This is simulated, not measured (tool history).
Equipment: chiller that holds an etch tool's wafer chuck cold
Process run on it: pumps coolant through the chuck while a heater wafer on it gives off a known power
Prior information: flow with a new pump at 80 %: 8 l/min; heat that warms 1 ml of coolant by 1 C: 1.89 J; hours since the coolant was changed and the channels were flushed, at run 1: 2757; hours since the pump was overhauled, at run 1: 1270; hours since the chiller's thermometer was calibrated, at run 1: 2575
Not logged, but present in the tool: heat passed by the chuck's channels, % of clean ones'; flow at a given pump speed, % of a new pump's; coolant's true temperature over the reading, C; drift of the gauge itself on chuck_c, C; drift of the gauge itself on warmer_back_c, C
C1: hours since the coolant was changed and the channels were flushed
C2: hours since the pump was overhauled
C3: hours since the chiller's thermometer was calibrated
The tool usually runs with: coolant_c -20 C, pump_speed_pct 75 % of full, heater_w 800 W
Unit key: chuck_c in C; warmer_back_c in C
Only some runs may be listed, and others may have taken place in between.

Run 1, hour 0: usual settings; C1 2757; C2 1270; C3 2575. Result: chuck_c -13.8 C, warmer_back_c 3.37 C.
Run 2, hour 16.5: usual settings but pump_speed_pct 88 % of full; C1 2773; C2 1286; C3 2592. Result: chuck_c -14.5 C, warmer_back_c 2.91 C.
Run 3, hour 49.4: usual settings but pump_speed_pct 97 % of full; C1 2806; C2 1319; C3 2624. Result: chuck_c -15.3 C, warmer_back_c 2.62 C.
Run 4, hour 65.2: usual settings but pump_speed_pct 97 % of full; C1 2822; C2 1335; C3 2640. Result: chuck_c -14.9 C, warmer_back_c 2.56 C.
Run 5, hour 83.8: usual settings but coolant_c -17 C, pump_speed_pct 97 % of full; C1 2841; C2 1354; C3 2659. Result: chuck_c -12 C, warmer_back_c 2.55 C.
Run 6, hour 116.1: usual settings but coolant_c -17 C, pump_speed_pct 97 % of full; C1 2873; C2 1386; C3 2691. Result: chuck_c -12.1 C, warmer_back_c 2.58 C.
Run 7, hour 132.4: usual settings but coolant_c -17 C, pump_speed_pct 97 % of full; C1 2889; C2 1402; C3 2707. Result: chuck_c -12.1 C, warmer_back_c 2.61 C.
Run 8, hour 154.8: usual settings but coolant_c -12 C, pump_speed_pct 97 % of full; C1 2912; C2 1425; C3 2730. Result: chuck_c -6.9 C, warmer_back_c 2.57 C.
Run 9, hour 173.6: usual settings but coolant_c -17 C, pump_speed_pct 97 % of full; C1 2930; C2 1443; C3 2749. Result: chuck_c -12.2 C, warmer_back_c 2.57 C.
Run 10, hour 207.5: usual settings but coolant_c -17 C, pump_speed_pct 97 % of full; C1 2964; C2 1477; C3 2783. Result: chuck_c -12.2 C, warmer_back_c 2.56 C.
Run 11, hour 238: usual settings; C1 2995; C2 1508; C3 2813. Result: chuck_c -13.6 C, warmer_back_c 3.42 C.
Run 12, hour 258.6: usual settings but coolant_c -18 C; C1 3015; C2 1528; C3 2834. Result: chuck_c -11.6 C, warmer_back_c 3.4 C.
Run 13, hour 291.5: usual settings but coolant_c -18 C; C1 3048; C2 1561; C3 2867. Result: chuck_c -11.7 C, warmer_back_c 3.4 C.
Run 14, hour 322.6: usual settings but heater_w 874 W; C1 3079; C2 1593; C3 2898. Result: chuck_c -13 C, warmer_back_c 3.68 C.
Run 15, hour 345.9: usual settings; C1 3103; C2 1616; C3 2921. Result: chuck_c -13.7 C, warmer_back_c 3.34 C.
Run 16, hour 376.9: usual settings; C1 3134; C2 1647; C3 2952. Result: chuck_c -13.7 C, warmer_back_c 3.39 C.
Run 17, hour 408.8: usual settings but pump_speed_pct 95 % of full; C1 3166; C2 1679; C3 2984. Result: chuck_c -14.8 C, warmer_back_c 2.6 C.
Run 18, hour 441.5: usual settings but coolant_c -23 C, pump_speed_pct 96 % of full, heater_w 556 W; C1 3198; C2 1711; C3 3017. Result: chuck_c -19.7 C, warmer_back_c 1.81 C.
Run 19, hour 463.7: usual settings but coolant_c -18 C, pump_speed_pct 89 % of full, heater_w 1145 W; C1 3220; C2 1734; C3 3039. Result: chuck_c -10.4 C, warmer_back_c 4.06 C.
Run 20, hour 479: usual settings but coolant_c -18 C, pump_speed_pct 89 % of full, heater_w 1145 W; C1 3236; C2 1749; C3 3054. Result: chuck_c -10.3 C, warmer_back_c 4.06 C.
Run 21, hour 512.5: usual settings but coolant_c -29 C, pump_speed_pct 94 % of full; C1 3269; C2 1782; C3 3088. Result: chuck_c -23.9 C, warmer_back_c 2.65 C.
Run 22, hour 547.1: usual settings but pump_speed_pct 65 % of full; C1 3304; C2 1817; C3 3122. Result: chuck_c -12.8 C, warmer_back_c 3.92 C.
Run 23, hour 569.4: usual settings but coolant_c -12 C, pump_speed_pct 61 % of full, heater_w 788 W; C1 3326; C2 1839; C3 3144. Result: chuck_c -4.1 C, warmer_back_c 4.22 C.
Run 24, hour 584.3: usual settings but coolant_c -29 C; C1 3341; C2 1854; C3 3159. Result: chuck_c -22.8 C, warmer_back_c 3.39 C.

The next listed run, before its measurement:
Run 25, hour 613.2: usual settings but coolant_c -29 C; C1 3370; C2 1883; C3 3188. Result: chuck_c ?, warmer_back_c ?.

chuck_c: -22.6 C
warmer_back_c: 3.33 C
Without the tool's hidden state the same run would have given chuck_c -22.7 C, warmer_back_c 3.33 C.
